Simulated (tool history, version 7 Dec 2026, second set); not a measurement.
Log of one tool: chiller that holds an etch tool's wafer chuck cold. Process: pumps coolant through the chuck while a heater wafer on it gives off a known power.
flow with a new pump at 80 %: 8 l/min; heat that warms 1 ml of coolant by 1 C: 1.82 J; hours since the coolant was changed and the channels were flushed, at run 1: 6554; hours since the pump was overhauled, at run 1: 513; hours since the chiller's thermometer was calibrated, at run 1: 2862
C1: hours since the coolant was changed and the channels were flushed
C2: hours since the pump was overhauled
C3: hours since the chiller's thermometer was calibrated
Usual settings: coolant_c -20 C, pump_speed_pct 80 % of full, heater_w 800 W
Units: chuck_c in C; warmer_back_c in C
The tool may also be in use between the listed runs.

Run 1, hour 0: usual settings; C1 6554; C2 513; C3 2862. Result: chuck_c -8.7 C, warmer_back_c 3.28 C.
At hour 27.2: coolant changed, channels flushed.
Run 2, hour 46.6: usual settings; C1 19; C2 554; C3 2903. Result: chuck_c -10.4 C, warmer_back_c 3.28 C.
Run 3, hour 100.6: usual settings but heater_w 988 W; C1 73; C2 608; C3 2957. Result: chuck_c -8.1 C, warmer_back_c 4.13 C.
Run 4, hour 135.2: usual settings; C1 108; C2 642; C3 2992. Result: chuck_c -10.6 C, warmer_back_c 3.36 C.
Run 5, hour 216.2: usual settings; C1 189; C2 723; C3 3073. Result: chuck_c -10.2 C, warmer_back_c 3.35 C.
Run 6, hour 288.5: usual settings; C1 261; C2 796; C3 3145. Result: chuck_c -10.4 C, warmer_back_c 3.33 C.
Run 7, hour 361.1: usual settings; C1 334; C2 868; C3 3217. Result: chuck_c -10.3 C, warmer_back_c 3.32 C.
Run 8, hour 429.3: usual settings; C1 402; C2 937; C3 3286. Result: chuck_c -10.2 C, warmer_back_c 3.41 C.
Run 9, hour 502: usual settings; C1 475; C2 1009; C3 3358. Result: chuck_c -10.3 C, warmer_back_c 3.41 C.
Run 10, hour 560.3: usual settings; C1 533; C2 1068; C3 3417. Result: chuck_c -10.3 C, warmer_back_c 3.37 C.
Run 11, hour 611.7: usual settings; C1 584; C2 1119; C3 3468. Result: chuck_c -10.3 C, warmer_back_c 3.43 C.
Run 12, hour 678.3: usual settings but coolant_c -16 C, pump_speed_pct 69 % of full; C1 651; C2 1186; C3 3535. Result: chuck_c -4.8 C, warmer_back_c 4 C.
At hour 686.9: chiller's thermometer calibrated.
Run 13, hour 746.7: usual settings but coolant_c -16 C, pump_speed_pct 69 % of full; C1 718; C2 1253; C3 60. Result: chuck_c -4.9 C, warmer_back_c 3.94 C.
Run 14, hour 803: usual settings but coolant_c -19 C, pump_speed_pct 69 % of full; C1 775; C2 1309; C3 116. Result: chuck_c -7.9 C, warmer_back_c 3.94 C.
Run 15, hour 845: usual settings but coolant_c -28 C, pump_speed_pct 69 % of full, heater_w 440 W; C1 817; C2 1351; C3 158. Result: chuck_c -22 C, warmer_back_c 2.17 C.
Run 16, hour 925.7: usual settings but coolant_c -28 C, pump_speed_pct 78 % of full, heater_w 527 W; C1 897; C2 1432; C3 239. Result: chuck_c -21.7 C, warmer_back_c 2.27 C.
Run 17, hour 995.5: usual settings but coolant_c -28 C, pump_speed_pct 62 % of full, heater_w 527 W; C1 967; C2 1502; C3 309. Result: chuck_c -19.9 C, warmer_back_c 2.98 C.
Run 18, hour 1077: usual settings but coolant_c -29 C, pump_speed_pct 79 % of full; C1 1049; C2 1583; C3 390. Result: chuck_c -19.2 C, warmer_back_c 3.38 C.
At hour 1120.9: chiller's thermometer calibrated, once more.
Run 19, hour 1153.7: usual settings but coolant_c -29 C, pump_speed_pct 79 % of full; C1 1124; C2 1659; C3 33. Result: chuck_c -18.4 C, warmer_back_c 3.42 C.
Run 20, hour 1198: usual settings but pump_speed_pct 70 % of full; C1 1169; C2 1703; C3 77. Result: chuck_c -8.2 C, warmer_back_c 3.94 C.
Run 21, hour 1247.3: usual settings but coolant_c -14 C, pump_speed_pct 62 % of full, heater_w 670 W; C1 1218; C2 1752; C3 126. Result: chuck_c -2.8 C, warmer_back_c 3.74 C.
Run 22, hour 1287.6: usual settings but coolant_c -28 C, heater_w 506 W; C1 1258; C2 1793; C3 167. Result: chuck_c -21.6 C, warmer_back_c 2.2 C.

3 ways to go on from here, each from the tool as it stands after run 22. What would each give?
Run A, hour 1351.7: usual settings but pump_speed_pct 76 % of full, heater_w 530 W; C1 1322; C2 1857; C3 231. Result: chuck_c ?, warmer_back_c ?.
Run B, hour 1351.7: usual settings but coolant_c -28 C, pump_speed_pct 64 % of full, heater_w 506 W; C1 1322; C2 1857; C3 231. Result: chuck_c ?, warmer_back_c ?.
Run C, hour 1351.7: usual settings but coolant_c -26 C, pump_speed_pct 81 % of full, heater_w 831 W; C1 1322; C2 1857; C3 231. Result: chuck_c ?, warmer_back_c ?.

run  chuck_c  warmer_back_c
  A    -12.6           2.41
  B    -19.8           2.78
  C    -15.3           3.51
Without the tool's hidden state the same runs would have given:
run  chuck_c  warmer_back_c
  A    -13.1           2.33
  B    -20.3           2.69
  C      -16           3.39
